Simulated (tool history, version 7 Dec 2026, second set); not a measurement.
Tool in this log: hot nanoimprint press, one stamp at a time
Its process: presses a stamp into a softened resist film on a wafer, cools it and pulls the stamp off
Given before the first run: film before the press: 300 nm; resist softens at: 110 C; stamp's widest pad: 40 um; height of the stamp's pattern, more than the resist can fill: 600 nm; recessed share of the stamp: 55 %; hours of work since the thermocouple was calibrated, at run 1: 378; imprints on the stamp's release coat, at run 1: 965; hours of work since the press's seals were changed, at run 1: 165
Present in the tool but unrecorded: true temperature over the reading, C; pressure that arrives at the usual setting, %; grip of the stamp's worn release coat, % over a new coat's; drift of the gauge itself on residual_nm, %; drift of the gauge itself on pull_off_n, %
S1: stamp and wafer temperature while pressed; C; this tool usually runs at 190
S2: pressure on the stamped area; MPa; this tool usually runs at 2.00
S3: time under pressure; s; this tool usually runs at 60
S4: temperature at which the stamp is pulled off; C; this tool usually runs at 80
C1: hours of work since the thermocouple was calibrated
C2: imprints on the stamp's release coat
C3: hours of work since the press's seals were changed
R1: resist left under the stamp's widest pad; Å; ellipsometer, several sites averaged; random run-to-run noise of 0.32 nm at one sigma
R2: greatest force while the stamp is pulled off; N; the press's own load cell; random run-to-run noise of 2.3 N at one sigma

run	hour	S1	S2	S3	S4	C1	C2	C3	R1	R2
1	0.0	190	2.00	60	80	378	965	165	1416	128
2	23.2	190	2.00	60	80	393	1071	179	1417	132
3	55.1	190	2.00	60	80	412	1218	199	1404	130
4	81.3	190	2.00	60	80	428	1338	215	1403	139
5	123.1	194	2.00	60	80	454	1530	240	1201	143
6	144.0	195	2.00	60	80	467	1626	253	1153	139
# hour 156.3: plate thermocouple calibrated
7	168.3	190	2.00	60	80	7	1723	266	1449	151
# hour 197.0: stamp cleaned and given a new release coat
8	217.5	190	1.23	60	80	34	94	293	1730	107
9	261.9	190	2.00	60	68	61	298	320	1442	155
10	297.7	190	2.00	60	68	83	462	343	1442	150
11	341.1	190	2.00	60	68	110	661	369	1435	160
12	362.7	190	2.00	60	80	123	760	383	1433	114
13	411.5	190	2.00	60	80	154	984	413	1434	131
14	436.2	190	2.00	60	80	169	1098	428	1433	132
15	457.3	190	2.00	60	80	182	1194	441	1428	135
16	498.9	190	2.00	49	73	207	1385	467	1539	167
17	535.1	190	1.97	60	65	230	1551	489	1432	201
18	573.4	190	1.97	60	65	253	1727	512	1432	207
# hour 600.8: stamp cleaned and given a new release coat
19	601.6	190	1.97	60	65	267	4	526	1425	147
20	622.8	183	2.00	45	80	280	101	539	2005	105
21	672.9	183	2.00	45	80	311	331	570	2001	110
22	697.8	190	2.00	78	80	326	445	585	1273	108
23	728.5	190	2.00	78	80	345	586	604	1271	115
24	764.5	191	3.20	39	80	367	751	626	1332	117
25	791.1	198	1.43	44	80	384	873	643	1346	125
26	831.1	201	2.11	40	80	409	1056	668	1069	125
# hour 874.6: press's hydraulic seals changed and the load cell set to zero
27	879.8	201	2.16	40	87	434	1243	3	1036	102
28	920.4	190	1.54	60	70	459	1429	28	1525	175
# hour 946.3: plate thermocouple calibrated
29	961.6	191	1.33	50	80	9	1604	52	1734	147

Pick out some run-to-run changes in R1. Of each, how much would a tool without hidden state show as well, from the settings, what came in and chance, and how much is left for the hidden state and any gauge scatter not in both results compared?
Run 6 -> 7: S1 195 -> 190, plate thermocouple calibrated. R1 +296 Å: hidden state +34, all else +262.
Run 19 -> 20: S1 190 -> 183, S2 1.97 -> 2.00, S3 60 -> 45, S4 65 -> 80. R1 +580 Å: hidden state -7, all else +587.
Run 21 -> 22: S1 183 -> 190, S3 45 -> 78. R1 -728 Å: hidden state +7, all else -735.
Run 28 -> 29: S1 190 -> 191, S2 1.54 -> 1.33, S3 60 -> 50, S4 70 -> 80, plate thermocouple calibrated. R1 +209 Å: hidden state +68, all else +141.
